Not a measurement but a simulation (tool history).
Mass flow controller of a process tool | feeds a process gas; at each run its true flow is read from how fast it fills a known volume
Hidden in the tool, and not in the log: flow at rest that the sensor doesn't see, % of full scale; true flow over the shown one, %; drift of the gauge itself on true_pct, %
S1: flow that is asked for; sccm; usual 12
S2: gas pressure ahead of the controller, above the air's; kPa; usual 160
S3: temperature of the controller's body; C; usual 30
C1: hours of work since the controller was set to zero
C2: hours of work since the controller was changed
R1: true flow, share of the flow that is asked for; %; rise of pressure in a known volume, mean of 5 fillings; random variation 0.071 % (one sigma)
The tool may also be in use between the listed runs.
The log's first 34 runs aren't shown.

run 35 hour=12577.8 | S1=17 S2=147 S3=36 | C1=3089 C2=3089 | R1=101.38
run 36 hour=12978.5 | S1=17 S2=177 S3=36 | C1=3337 C2=3337 | R1=101.47
-- hour=13501.2 gauge calibrated
run 37 hour=13501.2 | S1=17 S2=177 S3=36 | C1=3661 C2=3661 | R1=100.97
run 38 hour=13928.9 | S1=12 S2=205 S3=24 | C1=3926 C2=3926 | R1=98.89
run 39 hour=14199.7 | S1=12 S2=205 S3=24 | C1=4093 C2=4093 | R1=98.87
run 40 hour=14723.3 | S1=12 S2=205 S3=24 | C1=4418 C2=4418 | R1=98.89
run 41 hour=15234.4 | S1=12 S2=205 S3=22 | C1=4734 C2=4734 | R1=98.61
run 42 hour=15608.2 | S1=12 S2=205 S3=22 | C1=4966 C2=4966 | R1=98.75
run 43 hour=15873.7 | S1=12 S2=240 S3=21 | C1=5130 C2=5130 | R1=98.63
run 44 hour=16100.1 | S1=3 S2=164 S3=30 | C1=5270 C2=5270 | R1=98.24
run 45 hour=16644.7 | S1=3 S2=190 S3=22 | C1=5608 C2=5608 | R1=97.50
run 46 hour=16945.8 | S1=2 S2=162 S3=35 | C1=5794 C2=5794 | R1=98.83
run 47 hour=17392.6 | S1=2 S2=162 S3=25 | C1=6071 C2=6071 | R1=97.67
run 48 hour=17657.6 | S1=12 S2=199 S3=20 | C1=6235 C2=6235 | R1=98.60
run 49 hour=17970.1 | S1=5 S2=199 S3=20 | C1=6429 C2=6429 | R1=97.61

3 ways to go on from here, each from the tool as it stands after run 49. What would each give?
run A hour=18503.4 | S1=16 S2=268 S3=23 | C1=6759 C2=6759 | R1=?
run B hour=18503.4 | S1=16 S2=152 S3=20 | C1=6759 C2=6759 | R1=?
run C hour=18503.4 | S1=7 S2=199 S3=20 | C1=6759 C2=6759 | R1=?

run=A R1=99.60
run=B R1=98.92
run=C R1=97.92
Without the tool's hidden state the same runs would have given:
run=A R1=99.38
run=B R1=98.70
run=C R1=97.71

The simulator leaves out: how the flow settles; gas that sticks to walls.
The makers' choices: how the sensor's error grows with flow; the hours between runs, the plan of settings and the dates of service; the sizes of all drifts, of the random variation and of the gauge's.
